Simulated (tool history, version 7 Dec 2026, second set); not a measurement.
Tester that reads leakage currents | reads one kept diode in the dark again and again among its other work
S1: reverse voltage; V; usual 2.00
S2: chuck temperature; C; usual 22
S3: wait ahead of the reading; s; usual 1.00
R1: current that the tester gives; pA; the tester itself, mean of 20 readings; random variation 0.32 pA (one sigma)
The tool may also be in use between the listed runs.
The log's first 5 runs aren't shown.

| run | hour | S1 | S2 | S3 | R1 |
|---|---|---|---|---|---|
| 6 | 274.1 | 3.22 | 22 | 1.00 | 130.98 |
| 7 | 324.1 | 3.22 | 22 | 1.00 | 130.73 |
| 8 | 391.5 | 2.00 | 22 | 1.00 | 109.20 |
| 9 | 449.9 | 4.50 | 22 | 1.00 | 150.10 |
| 10 | 500.8 | 2.00 | 22 | 1.00 | 108.97 |
| 11 | 558.2 | 2.00 | 22 | 1.00 | 109.51 |
| 12 | 606.6 | 2.00 | 40 | 1.00 | 419.53 |
| 13 | 668.2 | 2.00 | 40 | 1.00 | 423.52 |
| 14 | 717.8 | 2.00 | 22 | 2.78 | 107.90 |
| 15 | 751.3 | 2.00 | 22 | 5.88 | 108.41 |
| 16 | 794.8 | 2.00 | 22 | 5.88 | 108.59 |
| 17 | 843.7 | 2.00 | 22 | 5.88 | 108.54 |
| 18 | 907.4 | 3.84 | 40 | 0.92 | 538.79 |
| 19 | 968.9 | 3.32 | 40 | 2.33 | 507.21 |
| 20 | 998.8 | 6.32 | 22 | 1.00 | 172.54 |
| 21 | 1028.5 | 4.80 | 35 | 1.00 | 405.97 |
| 22 | 1093.1 | 4.80 | 35 | 1.00 | 406.95 |
| 23 | 1130.3 | 4.44 | 53 | 1.09 | 1377.07 |
| 24 | 1193.6 | 4.44 | 53 | 1.09 | 1379.88 |
| 25 | 1250.7 | 2.66 | 53 | 0.93 | 1139.20 |
| 26 | 1286.3 | 2.66 | 54 | 0.65 | 1212.72 |
| 27 | 1356.2 | 2.66 | 54 | 0.65 | 1212.12 |
| 28 | 1418.2 | 1.51 | 21 | 3.06 | 90.47 |

Forecast run 29:
| 29 | 1474.6 | 16.56 | 30 | 5.45 | ? |

{"run 29": {"R1": 460.87}}
Without the tool's hidden state the same run would have given R1 432.73 pA.
